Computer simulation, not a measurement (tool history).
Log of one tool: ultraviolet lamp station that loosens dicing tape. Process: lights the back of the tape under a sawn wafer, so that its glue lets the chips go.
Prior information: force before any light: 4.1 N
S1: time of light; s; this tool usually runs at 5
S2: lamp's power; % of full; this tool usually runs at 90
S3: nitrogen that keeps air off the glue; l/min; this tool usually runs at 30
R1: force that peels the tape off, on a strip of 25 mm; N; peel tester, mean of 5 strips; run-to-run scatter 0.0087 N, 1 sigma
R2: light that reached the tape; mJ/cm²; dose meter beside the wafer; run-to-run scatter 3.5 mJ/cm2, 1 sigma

{"run": 1, "hour": 0.0, "S1": 5, "S2": 90, "S3": 30, "R1": 0.365, "R2": 580}
{"run": 2, "hour": 4.3, "S1": 5, "S2": 90, "S3": 30, "R1": 0.362, "R2": 578}
{"run": 3, "hour": 10.3, "S1": 5, "S2": 72, "S3": 30, "R1": 0.568, "R2": 462}
{"run": 4, "hour": 18.1, "S1": 3, "S2": 72, "S3": 30, "R1": 1.138, "R2": 277}
{"run": 5, "hour": 27.2, "S1": 3, "S2": 72, "S3": 30, "R1": 1.169, "R2": 274}
{"run": 6, "hour": 32.9, "S1": 3, "S2": 72, "S3": 35, "R1": 1.115, "R2": 275}
{"run": 7, "hour": 40.7, "S1": 3, "S2": 72, "S3": 35, "R1": 1.156, "R2": 277}
{"run": 8, "hour": 47.5, "S1": 3, "S2": 72, "S3": 35, "R1": 1.086, "R2": 274}
{"run": 9, "hour": 52.3, "S1": 3, "S2": 72, "S3": 35, "R1": 1.122, "R2": 276}
{"run": 10, "hour": 62.3, "S1": 5, "S2": 90, "S3": 30, "R1": 0.369, "R2": 573}
{"run": 11, "hour": 69.0, "S1": 5, "S2": 90, "S3": 18, "R1": 0.439, "R2": 569}
{"run": 12, "hour": 78.9, "S1": 4, "S2": 67, "S3": 23, "R1": 0.971, "R2": 339}
{"run": 13, "hour": 89.2, "S1": 4, "S2": 71, "S3": 23, "R1": 0.88, "R2": 356}
{"run": 14, "hour": 94.6, "S1": 8, "S2": 66, "S3": 22, "R1": 0.308, "R2": 663}
{"run": 15, "hour": 99.8, "S1": 5, "S2": 88, "S3": 29, "R1": 0.396, "R2": 556}
{"run": 16, "hour": 106.1, "S1": 7, "S2": 88, "S3": 31, "R1": 0.211, "R2": 773}

For run 17, what comes out?
{"run": 17, "hour": 112.7, "S1": 7, "S2": 66, "S3": 9, "R1": "?", "R2": "?"}

For run 17 the tool returned R1 0.612 N, R2 581 mJ/cm².
Were there no unlogged condition in the tool, this run, its random variation unchanged, would have produced R1 0.58 N, R2 599 mJ/cm².
